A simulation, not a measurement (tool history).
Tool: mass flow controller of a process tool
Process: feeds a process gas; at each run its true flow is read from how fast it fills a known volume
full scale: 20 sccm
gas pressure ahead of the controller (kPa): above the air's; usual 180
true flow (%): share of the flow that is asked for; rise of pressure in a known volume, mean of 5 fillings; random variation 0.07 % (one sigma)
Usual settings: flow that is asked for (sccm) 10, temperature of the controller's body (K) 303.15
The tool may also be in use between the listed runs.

run	hour	flow that is asked for (sccm)	gas pressure ahead of the controller (kPa)	temperature of the controller's body (K)	true flow (%)
1	0	10	180	303.15	98.82
2	40.4	10	180	303.15	98.79
3	120.9	4	180	303.15	98.86
4	186	10	180	310.15	98.33
5	247.6	10	189	310.15	98.4
6	325.7	10	189	310.15	98.34
7	398	10	167	310.15	98.34
8	454.2	10	180	303.15	98.99
9	492	10	180	301.15	99.05
10	566.6	10	180	303.15	98.93
11	656.8	10	180	303.15	98.92
12	707.4	10	150	303.15	98.85
13	796.9	10	150	303.15	98.82
14	852.7	10	180	303.15	98.97
15	912.4	10	180	303.15	99.01
16	965.7	10	180	303.15	99.03
# hour 971.4: controller's zero set anew
17	1005.8	10	180	303.15	99.21
18	1078.2	10	180	307.15	98.79
19	1160.1	10	180	298.15	99.45
# hour 1220.5: controller's zero set anew, once more
20	1220.5	10	180	298.15	98.66
21	1296.2	10	180	298.15	98.71
22	1356.5	17	169	299.15	99.17
23	1429.8	5	276	297.15	99.11
24	1472.6	5	276	297.15	99.01
25	1560.7	5	276	297.15	99.02
26	1602.5	5	276	297.15	99.09
27	1664.3	3	276	297.15	99.11
28	1708.2	3	276	297.15	99.23
29	1788.5	10	194	303.15	98.53
30	1828.6	12	180	298.15	99.08
31	1874	4	244	298.15	98.98
32	1929.1	4	244	298.15	99.06
33	1993.7	4	244	298.15	99.03
34	2062.7	4	180	301.15	98.55
35	2140.8	10	230	299.15	98.98
36	2197.4	18	230	303.15	99.25
37	2235.6	18	230	303.15	99.23
38	2324.1	18	265	303.15	99.57
39	2400.4	8	163	307.15	98.09

Hidden state or all else? Some run-to-run changes of true flow (%), split into what the settings, what came in and random variation would give without the hidden state, and what is left for the hidden state (with any gauge scatter that isn't in both results):
The hidden state here: flow at rest that the sensor doesn't see, % of full scale; true flow over the shown one, %; drift of the gauge itself on true_pct, %.
Run 2 -> 3: flow that is asked for (sccm) 10 -> 4. true flow (%) +0.07: hidden state +0.6, all else -0.53.
Run 3 -> 4: flow that is asked for (sccm) 4 -> 10, temperature of the controller's body (K) 303.15 -> 310.15. true flow (%) -0.53: hidden state -0.58, all else +0.05.
Run 19 -> 20: controller's zero set anew, once more. true flow (%) -0.79: hidden state -0.79, all else +0.
Run 28 -> 29: flow that is asked for (sccm) 3 -> 10, gas pressure ahead of the controller (kPa) 276 -> 194, temperature of the controller's body (K) 297.15 -> 303.15. true flow (%) -0.7: hidden state -0.46, all else -0.24.
Run 38 -> 39: flow that is asked for (sccm) 18 -> 8, gas pressure ahead of the controller (kPa) 265 -> 163, temperature of the controller's body (K) 303.15 -> 307.15. true flow (%) -1.48: hidden state +0.3, all else -1.78.

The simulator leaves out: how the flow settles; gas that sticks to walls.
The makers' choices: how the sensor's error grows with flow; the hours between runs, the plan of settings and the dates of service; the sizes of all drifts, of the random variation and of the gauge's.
